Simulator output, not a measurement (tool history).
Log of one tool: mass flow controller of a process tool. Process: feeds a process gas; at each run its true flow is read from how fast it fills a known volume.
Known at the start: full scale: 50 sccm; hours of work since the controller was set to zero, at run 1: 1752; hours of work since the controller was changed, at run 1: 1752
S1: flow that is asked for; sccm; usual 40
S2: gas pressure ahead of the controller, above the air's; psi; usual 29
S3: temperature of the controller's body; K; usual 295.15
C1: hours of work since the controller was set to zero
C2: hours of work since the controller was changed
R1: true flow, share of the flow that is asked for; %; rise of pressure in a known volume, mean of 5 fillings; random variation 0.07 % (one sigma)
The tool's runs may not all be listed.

run    hour  S1    S2      S3    C1    C2      R1
  1       0  40    29  295.15  1752  1752   99.53
  2   151.2  40    29  295.15  1813  1813   99.58
  3   245.3  40    29  295.15  1851  1851   99.48
  4   355.7  40    29  295.15  1896  1896    99.6
  5   522.8  34    29  295.15  1964  1964   99.35
  6   643.5  34    29  295.15  2013  2013   99.37
  7   770.9  40    29  295.15  2065  2065   99.56
  8   858.2  40    29  295.15  2101  2101   99.68
  9   941.1  15    29  295.15  2134  2134   98.56
 10  1099.8  40    29  295.15  2199  2199   99.69
 11  1269.1   6    29  295.15  2268  2268   97.55
 12  1384.4   6    29  295.15  2315  2315   97.45
 13  1475.4  15  27.7  294.15  2352  2352   98.29
 14    1605  40    29  309.15  2404  2404  101.04
 15  1703.7   8  20.9  304.15  2445  2445   99.08
 16  1852.6  20  33.5  295.15  2505  2505   98.44
 17  2021.7  40    29  304.15  2574  2574  100.44
     2032.7  -- controller's zero set anew
 18  2157.2   9    29  300.15    51  2629   98.13

The next listed run, before its measurement:
 19  2283   9  29  300.15  102  2680   ?

{"run 19": {"R1": 98.01}}
Without the tool's hidden state the same run would have given R1 98.63 %.

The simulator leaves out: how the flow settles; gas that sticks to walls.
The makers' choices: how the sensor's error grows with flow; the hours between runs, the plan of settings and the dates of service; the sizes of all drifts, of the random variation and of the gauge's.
